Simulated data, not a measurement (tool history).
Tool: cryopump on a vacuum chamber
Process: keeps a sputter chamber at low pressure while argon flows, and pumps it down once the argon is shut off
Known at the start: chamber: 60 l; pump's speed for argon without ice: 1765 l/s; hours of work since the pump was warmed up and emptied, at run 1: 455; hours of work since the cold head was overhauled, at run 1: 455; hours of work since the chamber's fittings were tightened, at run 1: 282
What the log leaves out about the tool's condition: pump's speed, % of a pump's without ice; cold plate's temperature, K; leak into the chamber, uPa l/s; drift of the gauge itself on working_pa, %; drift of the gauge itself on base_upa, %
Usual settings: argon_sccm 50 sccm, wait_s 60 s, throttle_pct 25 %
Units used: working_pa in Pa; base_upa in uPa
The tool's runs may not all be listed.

run,hour,argon_sccm,wait_s,throttle_pct,hours of work since the pump was warmed up and emptied,hours of work since the cold head was overhauled,hours of work since the chamber's fittings were tightened,working_pa,base_upa
1,0.0,50,60,25,455,455,282,0.1978,1.45
2,77.0,50,60,25,490,490,317,0.1975,1.45
3,191.5,50,60,25,542,542,370,0.1967,1.48
4,279.8,50,60,25,583,583,410,0.1978,1.52
5,379.8,50,60,25,629,629,456,0.1990,1.56
6,452.9,50,60,25,662,662,489,0.1992,1.57
7,541.4,50,60,25,703,703,530,0.1986,1.65
8,627.6,50,60,25,742,742,569,0.2008,1.68
9,728.1,50,40,25,788,788,615,0.2010,2.14
10,787.4,50,40,25,815,815,642,0.2011,2.15
11,868.5,50,40,25,852,852,679,0.2010,2.25
12,971.4,50,60,25,899,899,727,0.2020,1.76
13,1037.1,50,60,25,929,929,757,0.2025,1.79
14,1116.4,50,60,25,966,966,793,0.2030,1.79
15,1203.2,50,60,25,1005,1005,833,0.2047,1.82
# hour 1300.9: pump warmed up, emptied and cooled again
16,1300.9,50,60,25,0,1048,875,0.1915,1.63
17,1355.7,50,60,25,25,1073,900,0.1907,1.75
18,1450.3,50,60,25,68,1116,943,0.1927,1.79
19,1531.8,50,60,25,106,1153,981,0.1907,1.80
20,1597.8,54,26,38,136,1184,1011,0.1380,3.16
21,1649.9,54,247,29,160,1207,1035,0.1807,1.09
22,1709.7,54,247,29,187,1235,1062,0.1822,1.10
23,1757.7,54,247,29,209,1257,1084,0.1814,1.16
24,1820.4,88,128,25,238,1285,1113,0.3437,1.40
25,1909.6,24,128,20,278,1326,1153,0.1177,1.40
26,2024.7,39,239,24,331,1379,1206,0.1608,1.23
27,2115.8,42,59,25,373,1420,1248,0.1657,2.07
28,2213.6,65,52,37,418,1465,1293,0.1748,2.20
29,2263.4,65,52,37,440,1488,1315,0.1754,2.23
30,2325.6,65,31,15,469,1516,1344,0.4192,3.01
31,2414.8,50,137,30,510,1557,1385,0.1656,1.54
32,2489.3,89,119,22,544,1591,1419,0.4000,1.69
33,2566.7,44,60,25,579,1627,1454,0.1734,2.24

Each row is a separate what-if for the run after 33, all from the same tool condition, not one after another. Results?
A,2654.7,44,176,25,619,1667,1494,?,?
B,2654.7,76,73,16,619,1667,1494,?,?
C,2654.7,26,43,32,619,1667,1494,?,?
D,2654.7,87,94,25,619,1667,1494,?,?
E,2654.7,50,34,25,619,1667,1494,?,?

run,working_pa,base_upa
A,0.1748,1.55
B,0.4672,2.04
C,0.0805,2.65
D,0.3440,1.92
E,0.1997,2.93
Take away the tool's hidden state, keep each run's random variation, and the runs would have read:
run,working_pa,base_upa
A,0.1681,0.47
B,0.4557,0.98
C,0.0766,1.56
D,0.3309,0.83
E,0.1921,1.87
